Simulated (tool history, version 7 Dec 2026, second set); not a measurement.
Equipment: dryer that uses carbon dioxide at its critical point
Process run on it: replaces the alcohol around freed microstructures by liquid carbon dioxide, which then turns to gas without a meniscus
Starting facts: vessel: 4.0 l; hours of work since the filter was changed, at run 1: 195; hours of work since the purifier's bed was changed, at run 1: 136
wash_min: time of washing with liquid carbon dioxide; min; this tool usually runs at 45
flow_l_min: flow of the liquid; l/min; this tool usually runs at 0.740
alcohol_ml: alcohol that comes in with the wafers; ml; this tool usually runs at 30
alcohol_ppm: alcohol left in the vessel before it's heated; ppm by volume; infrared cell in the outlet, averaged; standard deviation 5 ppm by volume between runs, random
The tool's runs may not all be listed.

run	hour	wash_min	flow_l_min	alcohol_ml	hours of work since the filter was changed	hours of work since the purifier's bed was changed	alcohol_ppm
1	0.0	45	0.740	30	195	136	39
2	5.6	45	0.740	113	198	139	67
3	12.7	45	0.740	113	201	142	71
4	22.7	45	0.740	113	206	147	67
5	31.3	45	0.740	113	210	151	74
6	41.1	45	0.740	113	215	156	77
7	47.7	45	0.740	55	218	159	57
8	55.6	45	0.740	55	222	163	62
9	66.1	45	0.740	113	227	168	78
10	74.0	29	0.740	113	231	172	448
11	79.8	39	0.740	30	234	175	63
12	87.0	39	0.740	30	238	178	67
13	94.3	45	0.740	30	241	182	57
14	100.7	59	0.740	30	244	185	45
15	110.3	59	0.636	30	249	190	39
16	116.6	59	0.636	30	252	193	42
17	126.0	45	0.740	30	257	197	60
18	135.6	45	0.740	30	261	202	64
19	146.1	45	0.740	30	266	207	65
20	154.9	45	0.740	30	271	211	58
21	160.9	45	0.740	30	274	214	61
22	168.4	45	0.740	30	277	218	51
23	177.5	45	0.740	30	282	222	59
24	183.1	45	0.740	30	284	225	66
25	193.4	45	1.068	41	289	230	49
26	200.2	45	1.068	41	293	233	53
27	207.5	56	1.021	22	296	237	48
28	215.4	56	1.021	22	300	241	53
29	225.1	45	0.740	112	305	245	105
30	233.0	45	0.740	112	309	249	103
31	243.1	41	1.016	50	314	254	55
32	249.5	31	0.834	26	317	257	93
33	256.8	50	0.740	63	320	261	63
34	267.3	32	0.781	28	325	266	121
35	274.6	29	0.584	27	329	269	339
36	282.2	41	0.974	60	333	273	77
37	292.0	41	0.501	60	337	278	353
38	299.9	39	1.074	100	341	282	70
39	308.8	49	0.813	30	346	286	67
40	318.2	49	1.106	30	350	291	66
41	327.4	49	1.106	30	355	295	69
42	332.4	71	0.719	23	357	298	66
43	341.9	38	0.502	117	362	302	837
44	347.7	43	0.997	28	365	305	72
45	352.4	45	1.174	21	367	307	75
46	357.3	45	1.174	21	369	310	74
47	363.3	45	1.174	21	372	313	62

Predict each of these 3 candidate next runs independently; none follows another, all start after run 47:
A	368.9	54	1.174	21	375	315	?
B	368.9	45	0.740	21	375	315	?
C	368.9	45	1.241	30	375	315	?

run	alcohol_ppm
A	74
B	87
C	76
Had the tool no hidden state, the same runs would have come out as:
run	alcohol_ppm
A	11
B	18
C	13

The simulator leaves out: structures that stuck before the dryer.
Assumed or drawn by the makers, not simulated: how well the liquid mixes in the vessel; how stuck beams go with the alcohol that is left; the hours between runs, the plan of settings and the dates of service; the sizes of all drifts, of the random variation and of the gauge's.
